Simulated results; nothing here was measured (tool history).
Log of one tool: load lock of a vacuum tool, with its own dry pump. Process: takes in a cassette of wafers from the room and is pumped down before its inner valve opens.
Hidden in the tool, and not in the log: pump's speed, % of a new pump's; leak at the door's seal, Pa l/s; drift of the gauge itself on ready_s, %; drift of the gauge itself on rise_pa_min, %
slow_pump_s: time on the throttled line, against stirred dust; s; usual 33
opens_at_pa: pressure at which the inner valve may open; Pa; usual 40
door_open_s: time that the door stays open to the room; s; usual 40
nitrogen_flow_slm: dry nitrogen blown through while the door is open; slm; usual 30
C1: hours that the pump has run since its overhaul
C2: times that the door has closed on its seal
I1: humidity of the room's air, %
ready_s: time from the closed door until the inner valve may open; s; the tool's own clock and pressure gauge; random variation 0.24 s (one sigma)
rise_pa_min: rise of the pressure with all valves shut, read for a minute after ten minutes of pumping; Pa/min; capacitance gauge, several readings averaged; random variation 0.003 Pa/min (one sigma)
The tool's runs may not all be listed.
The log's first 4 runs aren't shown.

Run 5, hour 528.5: usual settings but opens_at_pa 42 Pa, nitrogen_flow_slm 5 slm; C1 4697; C2 1304; I1 42.1. Result: ready_s 48.0 s, rise_pa_min 0.040 Pa/min.
Run 6, hour 661.5: usual settings but opens_at_pa 79 Pa; C1 4830; C2 1465; I1 44.6. Result: ready_s 46.5 s, rise_pa_min 0.023 Pa/min.
Run 7, hour 782.8: usual settings but opens_at_pa 79 Pa; C1 4952; C2 1612; I1 43.2. Result: ready_s 46.5 s, rise_pa_min 0.022 Pa/min.
Run 8, hour 961.6: usual settings but opens_at_pa 31 Pa; C1 5130; C2 1828; I1 43.5. Result: ready_s 49.0 s, rise_pa_min 0.022 Pa/min.
Run 9, hour 1125.9: usual settings but opens_at_pa 31 Pa; C1 5295; C2 2027; I1 44.1. Result: ready_s 48.5 s, rise_pa_min 0.019 Pa/min.
Run 10, hour 1231.0: usual settings but opens_at_pa 31 Pa, nitrogen_flow_slm 31 slm; C1 5400; C2 2154; I1 44.1. Result: ready_s 49.3 s, rise_pa_min 0.021 Pa/min.
Run 11, hour 1385.2: usual settings but opens_at_pa 31 Pa, nitrogen_flow_slm 31 slm; C1 5554; C2 2341; I1 46.6. Result: ready_s 48.6 s, rise_pa_min 0.025 Pa/min.
Run 12, hour 1525.5: usual settings but opens_at_pa 31 Pa, nitrogen_flow_slm 31 slm; C1 5694; C2 2510; I1 47.3. Result: ready_s 48.9 s, rise_pa_min 0.019 Pa/min.
Run 13, hour 1680.7: usual settings but opens_at_pa 28 Pa, nitrogen_flow_slm 31 slm; C1 5849; C2 2698; I1 47.5. Result: ready_s 49.1 s, rise_pa_min 0.018 Pa/min.
Run 14, hour 1758.2: usual settings; C1 5927; C2 2792; I1 47.0. Result: ready_s 48.5 s, rise_pa_min 0.028 Pa/min.
Run 15, hour 1845.6: usual settings; C1 6014; C2 2898; I1 44.8. Result: ready_s 48.6 s, rise_pa_min 0.021 Pa/min.
Run 16, hour 1938.6: usual settings; C1 6107; C2 3010; I1 47.0. Result: ready_s 48.6 s, rise_pa_min 0.017 Pa/min.
Run 17, hour 2035.1: usual settings; C1 6204; C2 3127; I1 45.5. Result: ready_s 48.2 s, rise_pa_min 0.018 Pa/min.
Run 18, hour 2176.1: usual settings; C1 6345; C2 3298; I1 46.6. Result: ready_s 47.8 s, rise_pa_min 0.023 Pa/min.
Run 19, hour 2264.2: usual settings; C1 6433; C2 3404; I1 42.0. Result: ready_s 48.5 s, rise_pa_min 0.016 Pa/min.
Run 20, hour 2430.1: usual settings; C1 6599; C2 3605; I1 42.8. Result: ready_s 48.3 s, rise_pa_min 0.026 Pa/min.
Run 21, hour 2542.6: usual settings; C1 6711; C2 3741; I1 42.9. Result: ready_s 48.2 s, rise_pa_min 0.020 Pa/min.
Run 22, hour 2665.3: usual settings but opens_at_pa 43 Pa; C1 6834; C2 3890; I1 45.3. Result: ready_s 47.9 s, rise_pa_min 0.022 Pa/min.

The next listed run, before its measurement:
Run 23, hour 2819.1: usual settings but opens_at_pa 43 Pa; C1 6988; C2 4076; I1 50.4. Result: ready_s ?, rise_pa_min ?.

{"run 23": {"ready_s": 48.2, "rise_pa_min": 0.023}}
Without the tool's hidden state the same run would have given ready_s 48.2 s, rise_pa_min 0.023 Pa/min.
